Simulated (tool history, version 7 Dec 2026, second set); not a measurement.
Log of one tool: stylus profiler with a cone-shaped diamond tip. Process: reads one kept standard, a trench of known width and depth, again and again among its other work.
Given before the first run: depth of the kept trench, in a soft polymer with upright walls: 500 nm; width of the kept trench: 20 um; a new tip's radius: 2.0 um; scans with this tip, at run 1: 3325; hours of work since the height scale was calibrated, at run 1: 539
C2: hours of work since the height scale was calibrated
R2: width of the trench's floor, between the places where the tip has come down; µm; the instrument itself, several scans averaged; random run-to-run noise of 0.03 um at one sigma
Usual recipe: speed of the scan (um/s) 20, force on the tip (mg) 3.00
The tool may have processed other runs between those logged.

Run 1, hour 0.0: usual settings; scans with this tip 3325; C2 539. Result: depth of the trench (nm) 507.91, R2 17.00 µm.
Run 2, hour 29.6: usual settings; scans with this tip 3403; C2 551. Result: depth of the trench (nm) 508.14, R2 16.97 µm.
Run 3, hour 47.8: usual settings; scans with this tip 3450; C2 559. Result: depth of the trench (nm) 508.11, R2 16.92 µm.
Run 4, hour 66.9: usual settings; scans with this tip 3500; C2 567. Result: depth of the trench (nm) 508.05, R2 16.96 µm.
Run 5, hour 103.4: usual settings but speed of the scan (um/s) 16; scans with this tip 3596; C2 583. Result: depth of the trench (nm) 508.03, R2 16.92 µm.
Run 6, hour 124.9: usual settings but speed of the scan (um/s) 33; scans with this tip 3652; C2 592. Result: depth of the trench (nm) 508.09, R2 16.86 µm.
Run 7, hour 148.8: usual settings but speed of the scan (um/s) 33; scans with this tip 3715; C2 602. Result: depth of the trench (nm) 508.10, R2 16.90 µm.
Run 8, hour 188.0: usual settings but speed of the scan (um/s) 33; scans with this tip 3818; C2 619. Result: depth of the trench (nm) 507.95, R2 16.91 µm.
Run 9, hour 223.6: usual settings but speed of the scan (um/s) 27; scans with this tip 3911; C2 634. Result: depth of the trench (nm) 508.06, R2 16.87 µm.
Run 10, hour 257.7: usual settings but speed of the scan (um/s) 53, force on the tip (mg) 2.07; scans with this tip 4001; C2 648. Result: depth of the trench (nm) 506.01, R2 16.78 µm.
Run 11, hour 275.9: usual settings but speed of the scan (um/s) 44, force on the tip (mg) 1.53; scans with this tip 4048; C2 656. Result: depth of the trench (nm) 504.69, R2 16.82 µm.

Predict the results of run 12:
Run 12, hour 301.7: usual settings but speed of the scan (um/s) 5, force on the tip (mg) 1.95; scans with this tip 4116; C2 667. Result: depth of the trench (nm) ?, R2 ?.

Run 12 came out at depth of the trench (nm) 505.78, R2 16.93 µm.
With the hidden condition absent and the run-to-run variation left alone, this run would have shown depth of the trench (nm) 506.34, R2 17.32 µm.

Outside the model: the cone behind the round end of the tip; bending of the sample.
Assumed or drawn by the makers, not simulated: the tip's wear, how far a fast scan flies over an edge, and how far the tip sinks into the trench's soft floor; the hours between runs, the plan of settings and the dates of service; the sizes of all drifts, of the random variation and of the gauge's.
